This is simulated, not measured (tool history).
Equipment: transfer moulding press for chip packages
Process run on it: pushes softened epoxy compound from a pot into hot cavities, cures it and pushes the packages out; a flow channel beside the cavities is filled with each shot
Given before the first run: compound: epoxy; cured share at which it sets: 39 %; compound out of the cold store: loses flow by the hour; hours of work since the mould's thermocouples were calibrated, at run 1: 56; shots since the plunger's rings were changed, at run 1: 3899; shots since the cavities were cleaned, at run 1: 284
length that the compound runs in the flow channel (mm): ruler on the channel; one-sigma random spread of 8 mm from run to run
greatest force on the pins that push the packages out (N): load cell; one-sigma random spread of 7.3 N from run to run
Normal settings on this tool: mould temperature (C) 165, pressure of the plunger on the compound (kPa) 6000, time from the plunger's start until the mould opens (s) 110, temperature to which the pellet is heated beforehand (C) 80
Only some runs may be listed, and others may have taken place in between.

| run | hour | mould temperature (C) | pressure of the plunger on the compound (kPa) | time from the plunger's start until the mould opens (s) | temperature to which the pellet is heated beforehand (C) | hours of work since the mould's thermocouples were calibrated | shots since the plunger's rings were changed | shots since the cavities were cleaned | incoming compound's hours out of the cold store | length that the compound runs in the flow channel (mm) | greatest force on the pins that push the packages out (N) |
|---|---|---|---|---|---|---|---|---|---|---|---|
| 1 | 0.0 | 165 | 6000 | 110 | 80 | 56 | 3899 | 284 | 45.8 | 818 | 515 |
| 2 | 54.8 | 165 | 6000 | 110 | 83 | 91 | 4511 | 896 | 25.2 | 878 | 656 |
|  | 83.7 | cavities cleaned with cleaning compound and waxed |
| 3 | 104.1 | 165 | 6000 | 110 | 83 | 121 | 5045 | 229 | 20.1 | 870 | 723 |
|  | 131.5 | plunger's sealing rings changed |
| 4 | 160.4 | 165 | 6000 | 110 | 83 | 156 | 324 | 830 | 29.1 | 918 | 690 |
| 5 | 189.9 | 165 | 6000 | 110 | 80 | 175 | 653 | 1159 | 18.0 | 968 | 705 |
|  | 195.3 | cavities cleaned with cleaning compound and waxed |
| 6 | 228.8 | 165 | 6890 | 110 | 80 | 199 | 1070 | 373 | 13.1 | 1040 | 577 |
| 7 | 266.6 | 165 | 6890 | 110 | 80 | 223 | 1492 | 795 | 33.6 | 964 | 623 |
|  | 305.5 | cavities cleaned with cleaning compound and waxed |
| 8 | 327.2 | 165 | 6890 | 110 | 80 | 261 | 2152 | 242 | 35.5 | 941 | 483 |
| 9 | 359.9 | 165 | 6890 | 110 | 80 | 282 | 2517 | 607 | 13.8 | 1013 | 616 |
|  | 384.8 | cavities cleaned with cleaning compound and waxed, once more |
| 10 | 398.5 | 169 | 6000 | 110 | 80 | 306 | 2931 | 153 | 18.4 | 911 | 389 |
| 11 | 435.0 | 169 | 6000 | 99 | 80 | 329 | 3339 | 561 | 26.5 | 865 | 582 |
| 12 | 468.3 | 165 | 7360 | 110 | 80 | 350 | 3710 | 932 | 17.4 | 995 | 649 |
|  | 493.7 | cavities cleaned with cleaning compound and waxed |
| 13 | 507.4 | 166 | 7180 | 104 | 75 | 374 | 4130 | 153 | 29.3 | 957 | 450 |
| 14 | 552.3 | 170 | 4880 | 104 | 75 | 403 | 4632 | 655 | 15.9 | 797 | 590 |
|  | 603.5 | cavities cleaned with cleaning compound and waxed |
| 15 | 612.7 | 170 | 4880 | 104 | 75 | 441 | 5289 | 103 | 37.7 | 719 | 357 |
|  | 618.0 | plunger's sealing rings changed |
|  | 663.1 | mould's thermocouples calibrated |
| 16 | 666.2 | 170 | 6410 | 141 | 78 | 2 | 515 | 650 | 26.2 | 950 | 562 |
| 17 | 704.3 | 170 | 6410 | 141 | 78 | 26 | 940 | 1075 | 38.1 | 919 | 581 |
|  | 720.0 | cavities cleaned with cleaning compound and waxed |
| 18 | 769.0 | 165 | 6110 | 116 | 80 | 67 | 1646 | 547 | 29.9 | 910 | 587 |
| 19 | 802.5 | 165 | 4620 | 116 | 80 | 88 | 2020 | 921 | 43.1 | 755 | 636 |
|  | 831.6 | cavities cleaned with cleaning compound and waxed |
| 20 | 845.3 | 160 | 6390 | 102 | 87 | 115 | 2481 | 152 | 30.1 | 931 | 609 |
| 21 | 898.8 | 160 | 6390 | 102 | 87 | 149 | 3079 | 750 | 17.4 | 976 | 914 |
|  | 941.0 | cavities cleaned with cleaning compound and waxed |
| 22 | 945.0 | 160 | 6390 | 102 | 87 | 178 | 3578 | 45 | 30.2 | 909 | 507 |
| 23 | 981.0 | 160 | 6390 | 102 | 87 | 201 | 3979 | 446 | 46.0 | 852 | 782 |

Hidden condition of the tool, last listed run before each entry between runs versus first listed run after:
After run 2, before run 3: cavities cleaned with cleaning compound and waxed (hour 83.7)
  true mould temperature over the reading, C: 0.15 -> 0.18; pressure that reaches the compound, % of what is set: 82.28 -> 80.13; grip of the stained cavities, % over clean ones': 113.9 -> 131.2
  what was measured, less what the result would be without the hidden state, length that the compound runs in the flow channel (mm): -90 -> -102; greatest force on the pins that push the packages out (N): +350 -> +410
After run 3, before run 4: plunger's sealing rings changed (hour 131.5)
  true mould temperature over the reading, C: 0.18 -> 0.23; pressure that reaches the compound, % of what is set: 80.13 -> 98.51; grip of the stained cavities, % over clean ones': 131.2 -> 126.6
  what was measured, less what the result would be without the hidden state, length that the compound runs in the flow channel (mm): -102 -> -7; greatest force on the pins that push the packages out (N): +410 -> +385
After run 5, before run 6: cavities cleaned with cleaning compound and waxed (hour 195.3)
  true mould temperature over the reading, C: 0.25 -> 0.28; pressure that reaches the compound, % of what is set: 97.37 -> 95.69; grip of the stained cavities, % over clean ones': 125.9 -> 77.7
  what was measured, less what the result would be without the hidden state, length that the compound runs in the flow channel (mm): -14 -> -24; greatest force on the pins that push the packages out (N): +392 -> +246
After run 7, before run 8: cavities cleaned with cleaning compound and waxed (hour 305.5)
  true mould temperature over the reading, C: 0.31 -> 0.36; pressure that reaches the compound, % of what is set: 93.94 -> 91.35; grip of the stained cavities, % over clean ones': 110.5 -> 59.1
  what was measured, less what the result would be without the hidden state, length that the compound runs in the flow channel (mm): -32 -> -45; greatest force on the pins that push the packages out (N): +325 -> +178
After run 9, before run 10: cavities cleaned with cleaning compound and waxed, once more (hour 384.8)
  true mould temperature over the reading, C: 0.39 -> 0.42; pressure that reaches the compound, % of what is set: 90.04 -> 88.3; grip of the stained cavities, % over clean ones': 98.1 -> 37.3
  what was measured, less what the result would be without the hidden state, length that the compound runs in the flow channel (mm): -55 -> -60; greatest force on the pins that push the packages out (N): +300 -> +104
After run 12, before run 13: cavities cleaned with cleaning compound and waxed (hour 493.7)
  true mould temperature over the reading, C: 0.48 -> 0.51; pressure that reaches the compound, % of what is set: 85.13 -> 83.57; grip of the stained cavities, % over clean ones': 114 -> 43.2
  what was measured, less what the result would be without the hidden state, length that the compound runs in the flow channel (mm): -85 -> -91; greatest force on the pins that push the packages out (N): +343 -> +131
After run 14, before run 15: cavities cleaned with cleaning compound and waxed (hour 603.5)
  true mould temperature over the reading, C: 0.55 -> 0.6; pressure that reaches the compound, % of what is set: 81.72 -> 79.38; grip of the stained cavities, % over clean ones': 104.4 -> 31.6
  what was measured, less what the result would be without the hidden state, length that the compound runs in the flow channel (mm): -86 -> -90; greatest force on the pins that push the packages out (N): +297 -> +84
After run 15, before run 16: plunger's sealing rings changed (hour 618.0); mould's thermocouples calibrated (hour 663.1)
  true mould temperature over the reading, C: 0.6 -> 0.14; pressure that reaches the compound, % of what is set: 79.38 -> 97.66; grip of the stained cavities, % over clean ones': 31.6 -> 102.6
  what was measured, less what the result would be without the hidden state, length that the compound runs in the flow channel (mm): -90 -> -12; greatest force on the pins that push the packages out (N): +84 -> +283
After run 17, before run 18: cavities cleaned with cleaning compound and waxed (hour 720.0)
  true mould temperature over the reading, C: 0.17 -> 0.22; pressure that reaches the compound, % of what is set: 95.98 -> 93.08; grip of the stained cavities, % over clean ones': 118.3 -> 97.2
  what was measured, less what the result would be without the hidden state, length that the compound runs in the flow channel (mm): -20 -> -34; greatest force on the pins that push the packages out (N): +314 -> +294
After run 19, before run 20: cavities cleaned with cleaning compound and waxed (hour 831.6)
  true mould temperature over the reading, C: 0.25 -> 0.28; pressure that reaches the compound, % of what is set: 91.47 -> 89.67; grip of the stained cavities, % over clean ones': 114.6 -> 41.8
  what was measured, less what the result would be without the hidden state, length that the compound runs in the flow channel (mm): -35 -> -53; greatest force on the pins that push the packages out (N): +338 -> +170
After run 21, before run 22: cavities cleaned with cleaning compound and waxed (hour 941.0)
  true mould temperature over the reading, C: 0.33 -> 0.36; pressure that reaches the compound, % of what is set: 87.05 -> 85.06; grip of the stained cavities, % over clean ones': 107.2 -> 16.9
  what was measured, less what the result would be without the hidden state, length that the compound runs in the flow channel (mm): -71 -> -77; greatest force on the pins that push the packages out (N): +465 -> +63
